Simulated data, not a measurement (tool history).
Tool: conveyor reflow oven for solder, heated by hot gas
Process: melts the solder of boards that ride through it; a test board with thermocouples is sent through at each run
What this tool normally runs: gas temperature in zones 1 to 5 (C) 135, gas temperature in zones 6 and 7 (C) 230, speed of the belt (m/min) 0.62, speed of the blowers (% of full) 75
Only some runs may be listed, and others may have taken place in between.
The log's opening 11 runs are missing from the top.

run   hour  gas temperature in zones 1 to 5 (C)  gas temperature in zones 6 and 7 (C)  speed of the belt (m/min)  speed of the blowers (% of full)  hours of work since the flux was cleaned out  hours of work since the belt drive was overhauled  hours of work since the thermocouples were changed  highest temperature of the board (C)  time above the solder's melting point (s)
 12  359.1                                  135                                   230                       0.62                                75                                           175                                                 30                                                 508                                 211.5                                       40.8
 13  393.1                                  135                                   230                       0.62                                51                                           192                                                 46                                                 525                                 207.2                                       35.1
     425.2  -- belt drive overhauled, speed set with a stopwatch, once more
 14  431.2                                  135                                   230                       0.62                                75                                           208                                                  3                                                 541                                 211.3                                         39
 15  451.2                                  135                                   230                       0.62                                75                                           218                                                 13                                                 551                                 211.6                                       39.3
 16  491.2                                  135                                   230                       0.62                                75                                           238                                                 32                                                 571                                 211.7                                       38.6
 17  509.6                                  135                                   230                       0.62                                75                                           247                                                 42                                                 580                                 211.1                                       37.8
 18  533.5                                  150                                   243                       0.62                                75                                           259                                                 53                                                 592                                 225.1                                       50.2
     547.3  -- flux residue cleaned out of gas plates and filters
 19  568.6                                  150                                   243                       0.62                                75                                            10                                                 68                                                 607                                 226.6                                         52
 20  593.6                                  150                                   243                       0.62                                75                                            23                                                 80                                                 619                                 226.7                                       50.4
 21  613.1                                  150                                   243                       0.62                                75                                            32                                                 90                                                 628                                 227.2                                       51.9
 22  640.1                                  135                                   245                      0.657                                72                                            46                                                103                                                 642                                 223.6                                       43.8
 23  670.2                                  135                                   237                      0.657                                72                                            61                                                118                                                 657                                 216.4                                       39.7
 24  698.6                                  135                                   234                       0.62                                75                                            75                                                132                                                 671                                   216                                       41.5
 25  724.3                                  135                                   234                      0.725                                65                                            87                                                145                                                 683                                 208.1                                       28.8
 26  764.6                                  137                                   232                       0.62                                63                                           107                                                165                                                 703                                 211.6                                       39.4
 27  807.3                                  137                                   232                       0.62                                63                                           128                                                186                                                 724                                 211.2                                       38.6
 28  836.7                                  133                                   230                       0.62                                57                                           143                                                200                                                 739                                 207.3                                       34.2
 29    856                                  133                                   238                       0.62                                63                                           152                                                210                                                 748                                 215.2                                       40.6
 30  899.3                                  135                                   230                       0.62                                81                                           173                                                231                                                 769                                 212.5                                       39.7
 31  922.8                                  135                                   230                       0.62                                81                                           185                                                243                                                 781                                 210.4                                         41

Below are 4 alternative next runs, each starting from the tool's condition after run 31. Predict each:
  A  942.3                                  132                                   230                       0.62                                60                                           195                                                252                                                 791                                     ?                                          ?
  B  942.3                                  148                                   230                       0.62                                81                                           195                                                252                                                 791                                     ?                                          ?
  C  942.3                                  145                                   230                      0.638                                56                                           195                                                252                                                 791                                     ?                                          ?
  D  942.3                                  131                                   230                       0.62                                81                                           195                                                252                                                 791                                     ?                                          ?

run  highest temperature of the board (C)  time above the solder's melting point (s)
  A                                 206.8                                       34.2
  B                                 213.2                                       44.9
  C                                 208.2                                         38
  D                                 211.7                                       38.8
The same runs, with their run-to-run variation unchanged, on a tool lacking any hidden condition would have given:
run  highest temperature of the board (C)  time above the solder's melting point (s)
  A                                 210.7                                       37.5
  B                                 216.9                                       47.2
  C                                 211.8                                       40.9
  D                                 215.8                                       41.8
